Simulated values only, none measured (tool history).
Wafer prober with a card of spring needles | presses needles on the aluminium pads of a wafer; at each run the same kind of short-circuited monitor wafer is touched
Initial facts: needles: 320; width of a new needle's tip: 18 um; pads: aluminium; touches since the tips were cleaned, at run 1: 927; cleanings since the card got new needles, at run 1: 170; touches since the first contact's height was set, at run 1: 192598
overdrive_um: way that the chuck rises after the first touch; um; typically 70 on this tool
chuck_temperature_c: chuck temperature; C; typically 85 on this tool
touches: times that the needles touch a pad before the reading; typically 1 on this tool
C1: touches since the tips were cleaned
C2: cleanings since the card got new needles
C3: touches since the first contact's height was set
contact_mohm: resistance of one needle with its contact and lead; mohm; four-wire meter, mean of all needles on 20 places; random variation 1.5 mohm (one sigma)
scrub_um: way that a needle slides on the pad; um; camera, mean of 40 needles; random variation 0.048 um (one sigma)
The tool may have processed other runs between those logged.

Run 1, hour 0.0: usual settings; C1 927; C2 170; C3 192598. Result: contact_mohm 139 mohm, scrub_um 11.42 um.
At hour 8.3: tips cleaned on abrasive film.
At hour 16.5: height of the first contact set anew.
At hour 18.7: tips cleaned on abrasive film.
At hour 29.0: tips cleaned on abrasive film.
At hour 39.2: tips cleaned on abrasive film.
Run 2, hour 41.2: usual settings but overdrive_um 75 um; C1 1462; C2 174; C3 17718. Result: contact_mohm 140 mohm, scrub_um 12.09 um.
At hour 49.5: tips cleaned on abrasive film.
At hour 59.8: tips cleaned on abrasive film.
Run 3, hour 61.7: usual settings; C1 1400; C2 176; C3 32479. Result: contact_mohm 139 mohm, scrub_um 11.39 um.
At hour 69.8: tips cleaned on abrasive film.
At hour 78.0: tips cleaned on abrasive film.
Run 4, hour 83.0: usual settings; C1 3632; C2 178; C3 47840. Result: contact_mohm 140 mohm, scrub_um 11.39 um.
At hour 87.2: tips cleaned on abrasive film.
At hour 97.5: tips cleaned on abrasive film.
At hour 107.7: tips cleaned on abrasive film.
At hour 116.3: tips cleaned on abrasive film.
Run 5, hour 116.3: usual settings; C1 0; C2 182; C3 71705. Result: contact_mohm 139 mohm, scrub_um 11.41 um.
At hour 124.5: tips cleaned on abrasive film.
At hour 134.6: tips cleaned on abrasive film.
At hour 144.9: tips cleaned on abrasive film.
Run 6, hour 145.8: usual settings; C1 608; C2 185; C3 92957. Result: contact_mohm 137 mohm, scrub_um 11.38 um.
At hour 154.1: tips cleaned on abrasive film.
At hour 162.3: tips cleaned on abrasive film.
Run 7, hour 170.3: usual settings but overdrive_um 73 um; C1 5776; C2 187; C3 110619. Result: contact_mohm 142 mohm, scrub_um 11.85 um.
At hour 172.4: tips cleaned on abrasive film.
At hour 182.6: tips cleaned on abrasive film.
At hour 192.9: tips cleaned on abrasive film.
Run 8, hour 193.2: usual settings but overdrive_um 73 um; C1 182; C2 190; C3 127046. Result: contact_mohm 137 mohm, scrub_um 11.89 um.
At hour 201.3: tips cleaned on abrasive film.
At hour 209.5: tips cleaned on abrasive film.
At hour 219.6: tips cleaned on abrasive film.
Run 9, hour 223.7: usual settings; C1 2981; C2 193; C3 149033. Result: contact_mohm 141 mohm, scrub_um 11.35 um.
At hour 228.1: tips cleaned on abrasive film.
At hour 236.4: tips cleaned on abrasive film.
Run 10, hour 242.0: usual settings; C1 4131; C2 195; C3 162221. Result: contact_mohm 142 mohm, scrub_um 11.34 um.
At hour 246.2: tips cleaned on abrasive film.
At hour 256.5: tips cleaned on abrasive film.
Run 11, hour 263.6: usual settings; C1 5113; C2 197; C3 177735. Result: contact_mohm 141 mohm, scrub_um 11.39 um.
At hour 265.7: tips cleaned on abrasive film.
At hour 274.0: tips cleaned on abrasive film.
At hour 284.3: tips cleaned on abrasive film.
Run 12, hour 292.2: usual settings; C1 5759; C2 200; C3 198350. Result: contact_mohm 143 mohm, scrub_um 11.35 um.
At hour 294.4: tips cleaned on abrasive film.
At hour 300.8: height of the first contact set anew.
At hour 305.0: tips cleaned on abrasive film.
At hour 315.3: tips cleaned on abrasive film.
Run 13, hour 318.5: usual settings; C1 2337; C2 203; C3 12714. Result: contact_mohm 139 mohm, scrub_um 11.40 um.
At hour 324.7: tips cleaned on abrasive film.
At hour 335.0: tips cleaned on abrasive film.
Run 14, hour 341.5: usual settings; C1 4711; C2 205; C3 29266. Result: contact_mohm 140 mohm, scrub_um 11.26 um.
At hour 343.6: tips cleaned on abrasive film.
At hour 353.8: tips cleaned on abrasive film.
Run 15, hour 359.6: usual settings but chuck_temperature_c 63 C; C1 4244; C2 207; C3 42332. Result: contact_mohm 139 mohm, scrub_um 11.40 um.
At hour 363.7: tips cleaned on abrasive film.
At hour 374.0: tips cleaned on abrasive film.
At hour 384.4: tips cleaned on abrasive film.
At hour 394.7: tips cleaned on abrasive film.
Run 16, hour 400.9: usual settings but overdrive_um 67 um, chuck_temperature_c 63 C; C1 4519; C2 211; C3 72047. Result: contact_mohm 137 mohm, scrub_um 10.97 um.
At hour 403.0: tips cleaned on abrasive film.
At hour 413.3: tips cleaned on abrasive film.
Run 17, hour 418.8: usual settings but overdrive_um 80 um, chuck_temperature_c 95 C, touches 2; C1 3947; C2 213; C3 84896. Result: contact_mohm 138 mohm, scrub_um 12.94 um.
At hour 422.9: tips cleaned on abrasive film.
At hour 433.1: tips cleaned on abrasive film.
At hour 443.2: tips cleaned on abrasive film.
At hour 453.5: tips cleaned on abrasive film.
Run 18, hour 460.8: usual settings but overdrive_um 88 um, chuck_temperature_c 79 C, touches 2; C1 5322; C2 217; C3 115195. Result: contact_mohm 137 mohm, scrub_um 14.30 um.
At hour 463.0: tips cleaned on abrasive film.
At hour 473.3: tips cleaned on abrasive film.
At hour 483.5: tips cleaned on abrasive film.
At hour 493.9: tips cleaned on abrasive film.
Run 19, hour 498.7: usual settings but overdrive_um 76 um, chuck_temperature_c 47 C, touches 2; C1 3546; C2 221; C3 142471. Result: contact_mohm 132 mohm, scrub_um 12.37 um.
At hour 502.9: tips cleaned on abrasive film.
At hour 513.2: tips cleaned on abrasive film.
At hour 523.6: tips cleaned on abrasive film.
At hour 533.6: tips cleaned on abrasive film.
Run 20, hour 540.5: usual settings but overdrive_um 76 um, chuck_temperature_c 47 C, touches 2; C1 5013; C2 225; C3 172565. Result: contact_mohm 132 mohm, scrub_um 12.35 um.
At hour 542.7: tips cleaned on abrasive film.
At hour 552.8: tips cleaned on abrasive film.
Run 21, hour 559.7: usual settings but overdrive_um 60 um, chuck_temperature_c 110 C, touches 3; C1 4988; C2 227; C3 186339. Result: contact_mohm 146 mohm, scrub_um 9.80 um.
At hour 561.8: tips cleaned on abrasive film.
At hour 572.1: tips cleaned on abrasive film.
Run 22, hour 578.9: usual settings but overdrive_um 60 um, chuck_temperature_c 110 C, touches 3; C1 4895; C2 229; C3 200150. Result: contact_mohm 145 mohm, scrub_um 9.75 um.
At hour 581.0: tips cleaned on abrasive film.
At hour 585.4: height of the first contact set anew.
At hour 591.6: tips cleaned on abrasive film.
At hour 601.8: tips cleaned on abrasive film.
Run 23, hour 609.8: usual settings but overdrive_um 57 um, chuck_temperature_c 96 C; C1 5795; C2 232; C3 17591. Result: contact_mohm 146 mohm, scrub_um 9.21 um.
At hour 611.8: tips cleaned on abrasive film.
At hour 621.9: tips cleaned on abrasive film.
At hour 632.2: tips cleaned on abrasive film.
At hour 640.5: tips cleaned on abrasive film.
Run 24, hour 648.5: usual settings but overdrive_um 71 um, chuck_temperature_c 123 C; C1 5833; C2 236; C3 45428. Result: contact_mohm 147 mohm, scrub_um 11.51 um.
At hour 650.6: tips cleaned on abrasive film.
At hour 660.7: tips cleaned on abrasive film.
At hour 668.9: tips cleaned on abrasive film.
At hour 679.3: tips cleaned on abrasive film.
Run 25, hour 687.1: usual settings but overdrive_um 71 um, chuck_temperature_c 123 C; C1 5723; C2 240; C3 73241. Result: contact_mohm 145 mohm, scrub_um 11.42 um.
At hour 689.3: tips cleaned on abrasive film.
At hour 699.3: tips cleaned on abrasive film.
At hour 709.4: tips cleaned on abrasive film.
At hour 717.7: tips cleaned on abrasive film.
At hour 726.9: tips cleaned on abrasive film.
Run 26, hour 726.9: usual settings but overdrive_um 71 um, chuck_temperature_c 123 C; C1 0; C2 245; C3 101831. Result: contact_mohm 144 mohm, scrub_um 11.53 um.
At hour 737.3: tips cleaned on abrasive film.
At hour 747.6: tips cleaned on abrasive film.
At hour 755.9: tips cleaned on abrasive film.
At hour 766.0: tips cleaned on abrasive film.
Run 27, hour 770.4: usual settings but overdrive_um 57 um, chuck_temperature_c 46 C; C1 3171; C2 249; C3 133130. Result: contact_mohm 135 mohm, scrub_um 9.23 um.
At hour 774.5: tips cleaned on abrasive film.
At hour 784.5: tips cleaned on abrasive film.
At hour 794.7: tips cleaned on abrasive film.
At hour 802.9: tips cleaned on abrasive film.
Run 28, hour 806.0: usual settings but overdrive_um 57 um, chuck_temperature_c 46 C; C1 2223; C2 253; C3 158727. Result: contact_mohm 137 mohm, scrub_um 9.23 um.

Forecast each of these 3 alternatives for the next run:
At hour 812.2: tips cleaned on abrasive film.
At hour 822.2: tips cleaned on abrasive film.
At hour 832.4: tips cleaned on abrasive film.
At hour 840.7: tips cleaned on abrasive film.
Run A, hour 847.6: usual settings but overdrive_um 89 um, chuck_temperature_c 37 C, touches 2; C1 5040; C2 257; C3 188689. Result: contact_mohm ?, scrub_um ?.
At hour 812.2: tips cleaned on abrasive film.
At hour 822.2: tips cleaned on abrasive film.
At hour 832.4: tips cleaned on abrasive film.
At hour 840.7: tips cleaned on abrasive film.
Run B, hour 847.6: usual settings but overdrive_um 54 um; C1 5040; C2 257; C3 188689. Result: contact_mohm ?, scrub_um ?.
At hour 812.2: tips cleaned on abrasive film.
At hour 822.2: tips cleaned on abrasive film.
At hour 832.4: tips cleaned on abrasive film.
At hour 840.7: tips cleaned on abrasive film.
Run C, hour 847.6: usual settings but overdrive_um 69 um, chuck_temperature_c 40 C; C1 5040; C2 257; C3 188689. Result: contact_mohm ?, scrub_um ?.

run  contact_mohm  scrub_um
  A           131     14.38
  B           141      8.78
  C           136     11.19
With the hidden condition removed and each run's random variation left untouched, the same runs would have given:
run  contact_mohm  scrub_um
  A           131     14.39
  B           141      8.78
  C           135     11.19
